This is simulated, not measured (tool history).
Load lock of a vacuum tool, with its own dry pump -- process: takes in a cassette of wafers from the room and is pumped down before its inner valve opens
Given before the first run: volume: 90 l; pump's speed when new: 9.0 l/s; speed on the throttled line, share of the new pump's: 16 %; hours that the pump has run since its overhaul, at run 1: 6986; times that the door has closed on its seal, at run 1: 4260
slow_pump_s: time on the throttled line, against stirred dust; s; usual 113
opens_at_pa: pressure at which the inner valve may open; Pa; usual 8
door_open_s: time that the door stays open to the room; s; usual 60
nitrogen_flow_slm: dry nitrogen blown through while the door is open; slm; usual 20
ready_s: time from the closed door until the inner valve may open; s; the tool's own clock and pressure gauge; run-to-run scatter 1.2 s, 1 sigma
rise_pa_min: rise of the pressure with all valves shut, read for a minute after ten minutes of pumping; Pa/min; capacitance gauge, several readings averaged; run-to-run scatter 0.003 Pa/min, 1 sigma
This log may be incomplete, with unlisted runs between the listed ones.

run    hour  slow_pump_s  opens_at_pa  door_open_s  nitrogen_flow_slm  hours that the pump has run since its overhaul  times that the door has closed on its seal  incoming humidity of the room's air, %  ready_s  rise_pa_min
  1     0.0          113            8           60                 20                                            6986                                        4260                                    45.2    195.3        0.040
  2    87.5          113            8           60                 20                                            7073                                        4451                                    45.9    198.7        0.042
  3   151.9          113            8           60                 20                                            7138                                        4591                                    43.4    198.4        0.038
  4   211.0          113            7           60                 20                                            7197                                        4719                                    47.2    200.5        0.041
  5   290.0          113            7           60                 20                                            7276                                        4891                                    47.3    199.6        0.035
  6   363.4          113            7           60                 20                                            7349                                        5051                                    43.7    200.9        0.034
  7   428.1          113            8           60                 20                                            7414                                        5192                                    48.1    197.3        0.044
  8   476.4          113            8           60                 20                                            7462                                        5297                                    41.9    198.8        0.039
  9   575.7          113            8           60                 20                                            7562                                        5513                                    46.0    198.6        0.049
 10   636.3          113            8           60                 20                                            7622                                        5644                                    47.1    198.2        0.042
 11   694.8          113            8           60                 20                                            7681                                        5772                                    42.6    198.2        0.036
 12   740.7          113            8           60                 20                                            7727                                        5872                                    45.2    200.9        0.044
 13   812.2          113            8           60                 20                                            7798                                        6027                                    48.9    199.6        0.042
 14   911.5          124            8           60                 20                                            7897                                        6243                                    43.8    206.5        0.044
 15   985.1          124            8           60                 20                                            7971                                        6403                                    41.8    208.4        0.040
 16  1062.5          124            8           60                 20                                            8048                                        6571                                    44.1    210.8        0.043
 17  1109.9          124            8           60                 20                                            8096                                        6675                                    42.6    206.6        0.042
 18  1216.7          113            8           60                 20                                            8203                                        6907                                    42.0    198.8        0.040
 19  1313.0          113            8           60                 20                                            8299                                        7116                                    46.3    199.6        0.048
 20  1391.2          113            8          109                 33                                            8377                                        7287                                    47.7    200.3        0.044
 21  1496.2          210           11          119                 31                                            8482                                        7515                                    44.0    277.3        0.044
 22  1566.7          113           13           32                 20                                            8553                                        7668                                    43.1    192.4        0.038
 23  1629.2          113           15           60                 10                                            8615                                        7804                                    44.0    193.6        0.051
 24  1701.8          113           15           60                 10                                            8688                                        7962                                    44.3    195.3        0.057
 25  1763.6          124           16           38                  7                                            8750                                        8097                                    43.3    201.2        0.044
 26  1817.4           83            8           60                 20                                            8803                                        8214                                    44.5    174.6        0.042
 27  1911.5           83            8           60                 20                                            8897                                        8418                                    44.3    174.5        0.045
 28  1993.2           83            8           60                 20                                            8979                                        8596                                    46.6    177.7        0.045
 29  2048.6           83            8           60                 20                                            9035                                        8717                                    45.5    176.5        0.048
 30  2108.0           83            8           60                 20                                            9094                                        8846                                    46.8    176.3        0.050
 31  2194.5           83            8           60                 20                                            9180                                        9034                                    41.0    176.6        0.046
 32  2243.9          113            8           60                 11                                            9230                                        9141                                    47.4    201.0        0.060
 33  2313.6          113            8           60                 11                                            9300                                        9293                                    43.1    201.3        0.054
 34  2400.9          113            8           60                 11                                            9387                                        9483                                    45.3    201.1        0.052
 35  2483.1          113           14           60                  7                                            9469                                        9662                                    46.6    195.9        0.057
 36  2566.9          113           14           69                  5                                            9553                                        9844                                    48.8    194.7        0.064
 37  2655.4          113           14           69                  5                                            9641                                       10037                                    45.7    195.3        0.069

Below are 4 alternative next runs, each starting from the tool's condition after run 37. Predict each:
  A  2729.9          184           10           60                  5                                            9716                                       10199                                    46.3        ?            ?
  B  2729.9          113           14           69                 32                                            9716                                       10199                                    41.2        ?            ?
  C  2729.9          113           11           69                 30                                            9716                                       10199                                    49.5        ?            ?
  D  2729.9          134           12           69                  5                                            9716                                       10199                                    44.6        ?            ?

run  ready_s  rise_pa_min
  A    257.8        0.066
  B    193.8        0.045
  C    198.4        0.047
  D    211.8        0.067
With no hidden state in the tool, these same runs would have given:
run  ready_s  rise_pa_min
  A    248.0        0.047
  B    182.9        0.027
  C    187.3        0.029
  D    201.3        0.048
